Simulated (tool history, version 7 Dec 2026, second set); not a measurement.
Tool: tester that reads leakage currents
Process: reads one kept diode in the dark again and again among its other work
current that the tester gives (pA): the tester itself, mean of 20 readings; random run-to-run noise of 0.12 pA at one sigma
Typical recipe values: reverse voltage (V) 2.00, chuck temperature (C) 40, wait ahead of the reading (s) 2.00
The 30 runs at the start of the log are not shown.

run	day	reverse voltage (V)	chuck temperature (C)	wait ahead of the reading (s)	hours of work since the probe card was cleaned	hours of work since the tester was calibrated	hours of work since the chuck was calibrated	current that the tester gives (pA)
31	30.829	5.53	34	2.00	1467	1252	1211	36.72
32	31.812	5.53	34	2.00	1486	1271	1230	36.58
33	32.454	5.53	34	2.00	1498	1283	1242	36.77
34	33.142	5.53	34	2.00	1511	1296	1255	36.61
35	34.492	9.87	44	2.00	1536	1321	1280	90.61
36	35.658	9.87	51	0.60	1558	1343	1302	148.88
37	36.479	9.87	51	0.60	1573	1359	1317	148.77
38	37.550	1.18	51	1.14	1593	1379	1337	68.70
39	38.788	1.18	51	1.14	1617	1402	1361	68.92
40	39.425	2.00	27	8.28	1628	1414	1373	14.18

Forecast each of these 4 alternatives for the next run:
A	40.412	1.71	36	0.38	1647	1432	1391	?
B	40.412	2.50	40	5.78	1647	1432	1391	?
C	40.412	2.00	40	2.78	1647	1432	1391	?
D	40.412	3.22	27	8.28	1647	1432	1391	?

run	current that the tester gives (pA)
A	27.42
B	39.67
C	36.75
D	17.91
Had the tool no hidden state, the same runs would have come out as:
run	current that the tester gives (pA)
A	27.34
B	39.65
C	37.16
D	15.05
